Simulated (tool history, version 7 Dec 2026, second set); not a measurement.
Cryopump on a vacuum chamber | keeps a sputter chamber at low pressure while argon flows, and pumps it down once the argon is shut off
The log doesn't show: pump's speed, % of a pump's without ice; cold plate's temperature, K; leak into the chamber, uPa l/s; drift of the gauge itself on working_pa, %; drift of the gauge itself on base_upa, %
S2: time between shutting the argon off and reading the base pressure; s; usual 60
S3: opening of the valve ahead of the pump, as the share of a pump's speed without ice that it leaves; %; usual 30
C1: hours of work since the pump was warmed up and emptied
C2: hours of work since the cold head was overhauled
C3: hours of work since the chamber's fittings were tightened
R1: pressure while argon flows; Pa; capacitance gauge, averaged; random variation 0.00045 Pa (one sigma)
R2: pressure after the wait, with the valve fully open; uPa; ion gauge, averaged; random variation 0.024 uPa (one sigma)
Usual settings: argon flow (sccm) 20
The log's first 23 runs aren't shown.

{"run": 24, "hour": 1857.0, "argon flow (sccm)": 28, "S2": 86, "S3": 34, "C1": 797, "C2": 2777, "C3": 376, "R1": 0.0777, "R2": 1.0}
{"run": 25, "hour": 1951.7, "argon flow (sccm)": 28, "S2": 86, "S3": 34, "C1": 850, "C2": 2830, "C3": 429, "R1": 0.0787, "R2": 1.11}
{"run": 26, "hour": 2046.2, "argon flow (sccm)": 28, "S2": 86, "S3": 34, "C1": 903, "C2": 2883, "C3": 482, "R1": 0.0806, "R2": 1.09}
{"run": 27, "hour": 2094.0, "argon flow (sccm)": 8, "S2": 21, "S3": 38, "C1": 930, "C2": 2910, "C3": 509, "R1": 0.0215, "R2": 2.84}
{"run": 28, "hour": 2159.2, "argon flow (sccm)": 8, "S2": 21, "S3": 38, "C1": 966, "C2": 2946, "C3": 546, "R1": 0.0218, "R2": 2.88}
{"hour": 2180.3, "done": "pump warmed up, emptied and cooled again"}
{"run": 29, "hour": 2212.7, "argon flow (sccm)": 16, "S2": 58, "S3": 38, "C1": 18, "C2": 2973, "C3": 573, "R1": 0.036, "R2": 1.23}
{"run": 30, "hour": 2276.3, "argon flow (sccm)": 39, "S2": 29, "S3": 46, "C1": 54, "C2": 3009, "C3": 608, "R1": 0.0733, "R2": 2.11}
{"run": 31, "hour": 2341.7, "argon flow (sccm)": 22, "S2": 60, "S3": 24, "C1": 90, "C2": 3045, "C3": 645, "R1": 0.0779, "R2": 1.27}
{"run": 32, "hour": 2429.9, "argon flow (sccm)": 38, "S2": 155, "S3": 33, "C1": 140, "C2": 3095, "C3": 694, "R1": 0.0985, "R2": 0.82}
{"run": 33, "hour": 2504.5, "argon flow (sccm)": 38, "S2": 38, "S3": 23, "C1": 181, "C2": 3137, "C3": 736, "R1": 0.1426, "R2": 1.72}

4 ways to go on from here, each from the tool as it stands after run 33. What would each give?
{"run": "A", "hour": 2586.0, "argon flow (sccm)": 21, "S2": 60, "S3": 20, "C1": 227, "C2": 3182, "C3": 782, "R1": "?", "R2": "?"}
{"run": "B", "hour": 2586.0, "argon flow (sccm)": 29, "S2": 176, "S3": 17, "C1": 227, "C2": 3182, "C3": 782, "R1": "?", "R2": "?"}
{"run": "C", "hour": 2586.0, "argon flow (sccm)": 38, "S2": 38, "S3": 16, "C1": 227, "C2": 3182, "C3": 782, "R1": "?", "R2": "?"}
{"run": "D", "hour": 2586.0, "argon flow (sccm)": 20, "S2": 24, "S3": 58, "C1": 227, "C2": 3182, "C3": 782, "R1": "?", "R2": "?"}

run=A R1=0.0904 R2=1.32
run=B R1=0.1458 R2=0.83
run=C R1=0.2025 R2=1.78
run=D R1=0.0315 R2=2.50
Without the tool's hidden state the same runs would have given:
run=A R1=0.0882 R2=0.90
run=B R1=0.1427 R2=0.39
run=C R1=0.1984 R2=1.34
run=D R1=0.0294 R2=2.06
